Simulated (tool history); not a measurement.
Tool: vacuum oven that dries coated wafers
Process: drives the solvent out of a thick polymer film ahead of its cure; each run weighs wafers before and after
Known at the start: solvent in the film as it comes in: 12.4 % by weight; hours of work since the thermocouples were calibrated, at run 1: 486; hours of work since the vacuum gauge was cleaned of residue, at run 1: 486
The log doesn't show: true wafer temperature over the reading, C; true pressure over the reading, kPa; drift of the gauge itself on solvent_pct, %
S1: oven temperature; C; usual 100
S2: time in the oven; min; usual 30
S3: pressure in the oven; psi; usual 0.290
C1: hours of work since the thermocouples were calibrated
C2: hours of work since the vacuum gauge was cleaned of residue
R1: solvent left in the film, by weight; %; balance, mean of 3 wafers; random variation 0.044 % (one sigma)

{"run": 1, "hour": 0.0, "S1": 100, "S2": 30, "S3": 0.29, "C1": 486, "C2": 486, "R1": 1.59}
{"run": 2, "hour": 30.3, "S1": 100, "S2": 30, "S3": 0.29, "C1": 506, "C2": 506, "R1": 1.58}
{"run": 3, "hour": 56.3, "S1": 100, "S2": 30, "S3": 0.29, "C1": 523, "C2": 523, "R1": 1.68}
{"run": 4, "hour": 81.7, "S1": 100, "S2": 32, "S3": 0.29, "C1": 539, "C2": 539, "R1": 1.49}
{"run": 5, "hour": 108.6, "S1": 100, "S2": 32, "S3": 0.29, "C1": 557, "C2": 557, "R1": 1.53}
{"run": 6, "hour": 132.5, "S1": 100, "S2": 32, "S3": 0.29, "C1": 573, "C2": 573, "R1": 1.54}
{"run": 7, "hour": 152.8, "S1": 113, "S2": 30, "S3": 0.29, "C1": 586, "C2": 586, "R1": 0.67}
{"run": 8, "hour": 177.5, "S1": 100, "S2": 30, "S3": 0.213, "C1": 602, "C2": 602, "R1": 1.36}
{"run": 9, "hour": 205.3, "S1": 100, "S2": 30, "S3": 0.213, "C1": 620, "C2": 620, "R1": 1.42}
{"run": 10, "hour": 225.4, "S1": 100, "S2": 30, "S3": 0.29, "C1": 633, "C2": 633, "R1": 1.62}
{"run": 11, "hour": 253.9, "S1": 100, "S2": 30, "S3": 0.29, "C1": 652, "C2": 652, "R1": 1.63}
{"hour": 270.0, "done": "oven's thermocouples calibrated"}
{"run": 12, "hour": 286.3, "S1": 100, "S2": 30, "S3": 0.29, "C1": 11, "C2": 672, "R1": 1.63}
{"run": 13, "hour": 303.4, "S1": 113, "S2": 30, "S3": 0.29, "C1": 22, "C2": 683, "R1": 0.7}
{"run": 14, "hour": 332.8, "S1": 113, "S2": 30, "S3": 0.29, "C1": 41, "C2": 702, "R1": 0.68}
{"run": 15, "hour": 351.2, "S1": 113, "S2": 30, "S3": 0.29, "C1": 53, "C2": 714, "R1": 0.64}
{"run": 16, "hour": 387.4, "S1": 106, "S2": 30, "S3": 0.29, "C1": 77, "C2": 738, "R1": 0.99}
{"run": 17, "hour": 414.2, "S1": 92, "S2": 41, "S3": 0.863, "C1": 94, "C2": 756, "R1": 4.65}
{"run": 18, "hour": 438.5, "S1": 92, "S2": 41, "S3": 0.863, "C1": 110, "C2": 772, "R1": 4.62}
{"run": 19, "hour": 471.2, "S1": 100, "S2": 20, "S3": 0.29, "C1": 132, "C2": 793, "R1": 2.48}
{"run": 20, "hour": 495.4, "S1": 100, "S2": 20, "S3": 0.29, "C1": 148, "C2": 809, "R1": 2.46}
{"run": 21, "hour": 526.6, "S1": 92, "S2": 53, "S3": 0.146, "C1": 168, "C2": 829, "R1": 1.06}
{"run": 22, "hour": 559.9, "S1": 92, "S2": 53, "S3": 0.146, "C1": 190, "C2": 851, "R1": 1.12}
{"run": 23, "hour": 591.5, "S1": 92, "S2": 53, "S3": 0.644, "C1": 210, "C2": 872, "R1": 3.35}
{"run": 24, "hour": 622.1, "S1": 92, "S2": 53, "S3": 0.644, "C1": 230, "C2": 892, "R1": 3.32}
{"run": 25, "hour": 650.8, "S1": 103, "S2": 21, "S3": 0.792, "C1": 249, "C2": 911, "R1": 3.18}
{"run": 26, "hour": 678.5, "S1": 103, "S2": 21, "S3": 0.792, "C1": 267, "C2": 929, "R1": 3.3}
{"run": 27, "hour": 714.7, "S1": 89, "S2": 23, "S3": 0.776, "C1": 291, "C2": 952, "R1": 6.38}
{"run": 28, "hour": 748.2, "S1": 99, "S2": 46, "S3": 0.165, "C1": 313, "C2": 974, "R1": 0.75}
{"run": 29, "hour": 767.3, "S1": 112, "S2": 38, "S3": 0.194, "C1": 326, "C2": 987, "R1": 0.43}
{"run": 30, "hour": 800.5, "S1": 108, "S2": 18, "S3": 0.168, "C1": 347, "C2": 1009, "R1": 1.15}
{"run": 31, "hour": 821.2, "S1": 101, "S2": 46, "S3": 0.29, "C1": 361, "C2": 1022, "R1": 1.12}

How the hidden state differs across the entries between the runs, from the last listed run before each to the first after it:
Between runs 11 and 12: oven's thermocouples calibrated (hour 270.0)
  true wafer temperature over the reading, C: -0.13 -> -0.02

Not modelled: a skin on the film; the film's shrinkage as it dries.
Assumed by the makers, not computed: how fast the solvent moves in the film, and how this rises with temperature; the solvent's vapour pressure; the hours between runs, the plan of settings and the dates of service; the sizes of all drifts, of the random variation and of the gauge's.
